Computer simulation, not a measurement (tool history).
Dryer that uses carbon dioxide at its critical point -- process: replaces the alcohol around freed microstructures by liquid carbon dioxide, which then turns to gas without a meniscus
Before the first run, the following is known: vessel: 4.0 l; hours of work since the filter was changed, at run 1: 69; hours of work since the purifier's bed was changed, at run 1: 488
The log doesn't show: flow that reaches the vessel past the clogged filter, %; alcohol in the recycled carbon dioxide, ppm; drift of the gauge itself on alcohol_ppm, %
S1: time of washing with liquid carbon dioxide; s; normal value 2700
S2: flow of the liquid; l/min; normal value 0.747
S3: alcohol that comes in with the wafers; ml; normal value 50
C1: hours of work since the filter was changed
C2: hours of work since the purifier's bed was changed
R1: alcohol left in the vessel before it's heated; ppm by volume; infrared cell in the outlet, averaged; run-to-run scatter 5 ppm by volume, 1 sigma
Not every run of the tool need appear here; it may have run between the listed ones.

| run | day | S1 | S2 | S3 | C1 | C2 | R1 |
|---|---|---|---|---|---|---|---|
| 1 | 0.000 | 2700 | 0.747 | 50 | 69 | 488 | 147 |
| 2 | 1.996 | 2700 | 0.747 | 50 | 107 | 526 | 173 |
| 3 | 3.238 | 2700 | 0.747 | 27 | 130 | 549 | 157 |
| 4 | 5.583 | 2700 | 0.747 | 27 | 174 | 593 | 169 |
| 5 | 7.842 | 2700 | 0.747 | 27 | 216 | 635 | 185 |
| 6 | 9.871 | 2700 | 0.747 | 27 | 254 | 673 | 196 |
|  | 11.417 | purifier's bed changed |
| 7 | 11.617 | 2700 | 0.747 | 27 | 284 | 4 | 38 |
| 8 | 13.646 | 3060 | 0.747 | 24 | 322 | 42 | 27 |

What will run 9 give?
|  | 14.496 | inlet filter changed |
| 9 | 15.279 | 3060 | 0.747 | 24 | 15 | 71 | ? |

{"run 9": {"R1": 30}}
With no hidden state in the tool, this same run would have given R1 10 ppm by volume.
